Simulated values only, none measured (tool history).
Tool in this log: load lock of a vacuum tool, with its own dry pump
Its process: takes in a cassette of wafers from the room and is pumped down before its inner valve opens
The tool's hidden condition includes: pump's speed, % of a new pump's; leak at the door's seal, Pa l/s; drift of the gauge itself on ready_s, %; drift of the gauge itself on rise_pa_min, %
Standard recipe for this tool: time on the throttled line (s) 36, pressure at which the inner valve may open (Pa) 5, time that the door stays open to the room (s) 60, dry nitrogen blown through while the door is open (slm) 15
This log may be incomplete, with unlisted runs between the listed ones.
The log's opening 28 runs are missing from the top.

run    hour  time on the throttled line (s)  pressure at which the inner valve may open (Pa)  time that the door stays open to the room (s)  dry nitrogen blown through while the door is open (slm)  hours that the pump has run since its overhaul  times that the door has closed on its seal  incoming humidity of the room's air, %  time from the closed door until the inner valve may open (s)  rise of the pressure with all valves shut (Pa/min)
 29  2784.6                              20                                                4                                             60                                                       15                                            8512                                        7665                                    43.4                                                          48.6                                               0.080
 30  2900.5                              41                                                9                                            118                                                       15                                            8628                                        7853                                    42.5                                                          62.9                                               0.095
 31  3036.5                              45                                                5                                             67                                                       17                                            8763                                        8075                                    47.8                                                          67.8                                               0.085
 32  3145.9                              45                                                5                                             67                                                       17                                            8873                                        8253                                    44.5                                                          68.2                                               0.081
 33  3231.6                              36                                                5                                            107                                                        6                                            8959                                        8392                                    43.2                                                          60.7                                               0.106
 34  3335.4                              36                                                5                                            107                                                        6                                            9062                                        8561                                    43.1                                                          60.7                                               0.110
 35  3458.4                              67                                                5                                            175                                                       12                                            9185                                        8761                                    47.5                                                          86.6                                               0.116
 36  3546.8                              68                                               10                                            101                                                       12                                            9274                                        8905                                    43.8                                                          85.4                                               0.092
 37  3641.5                              68                                               10                                             29                                                       12                                            9368                                        9059                                    45.4                                                          85.1                                               0.080

Predict each of these 3 candidate next runs independently; none follows another, all start after run 37:
  A  3724.2                              68                                                5                                             29                                                       12                                            9451                                        9194                                    46.5                                                             ?                                                   ?
  B  3724.2                              25                                               10                                            191                                                       12                                            9451                                        9194                                    46.0                                                             ?                                                   ?
  C  3724.2                              35                                               10                                             29                                                       12                                            9451                                        9194                                    45.4                                                             ?                                                   ?

run  time from the closed door until the inner valve may open (s)  rise of the pressure with all valves shut (Pa/min)
  A                                                          88.7                                               0.074
  B                                                          50.1                                               0.122
  C                                                          58.6                                               0.077
Take away the tool's hidden state, keep each run's random variation, and the runs would have read:
run  time from the closed door until the inner valve may open (s)  rise of the pressure with all valves shut (Pa/min)
  A                                                          87.0                                               0.043
  B                                                          48.0                                               0.091
  C                                                          56.7                                               0.046
